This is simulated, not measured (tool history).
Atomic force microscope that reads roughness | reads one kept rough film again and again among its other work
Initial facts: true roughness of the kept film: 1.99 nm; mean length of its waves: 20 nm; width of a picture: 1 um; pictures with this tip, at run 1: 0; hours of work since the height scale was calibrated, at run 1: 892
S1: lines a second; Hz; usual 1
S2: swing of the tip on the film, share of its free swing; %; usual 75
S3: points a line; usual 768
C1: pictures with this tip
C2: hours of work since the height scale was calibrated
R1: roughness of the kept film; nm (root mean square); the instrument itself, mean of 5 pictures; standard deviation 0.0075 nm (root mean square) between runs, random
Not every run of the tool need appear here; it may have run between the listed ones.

| run | hour | S1 | S2 | S3 | C1 | C2 | R1 |
|---|---|---|---|---|---|---|---|
| 1 | 0.0 | 1 | 75 | 768 | 0 | 892 | 1.595 |
| 2 | 24.6 | 1 | 75 | 768 | 45 | 911 | 1.402 |
| 3 | 45.5 | 1 | 75 | 768 | 83 | 926 | 1.288 |
|  | 79.7 | new tip fitted |
| 4 | 82.9 | 1 | 75 | 768 | 6 | 954 | 1.544 |
| 5 | 105.2 | 1 | 75 | 768 | 46 | 971 | 1.415 |
| 6 | 138.2 | 1 | 75 | 768 | 106 | 996 | 1.253 |
|  | 161.9 | new tip fitted |
| 7 | 166.2 | 1 | 68 | 768 | 7 | 1017 | 1.578 |
|  | 171.7 | height scale calibrated on a step standard |
| 8 | 191.7 | 1 | 68 | 796 | 52 | 15 | 1.408 |
| 9 | 216.2 | 1 | 84 | 446 | 96 | 34 | 1.200 |
|  | 242.1 | new tip fitted |
| 10 | 242.1 | 1 | 84 | 446 | 0 | 53 | 1.527 |
| 11 | 284.7 | 1 | 84 | 446 | 77 | 85 | 1.265 |

What does the tool deliver on the next run?
|  | 323.6 | new tip fitted |
| 12 | 334.3 | 1 | 84 | 446 | 19 | 122 | ? |

R1: 1.428 nm (root mean square)
Were there no unlogged condition in the tool, this run, its random variation unchanged, would have produced R1 1.538 nm (root mean square).
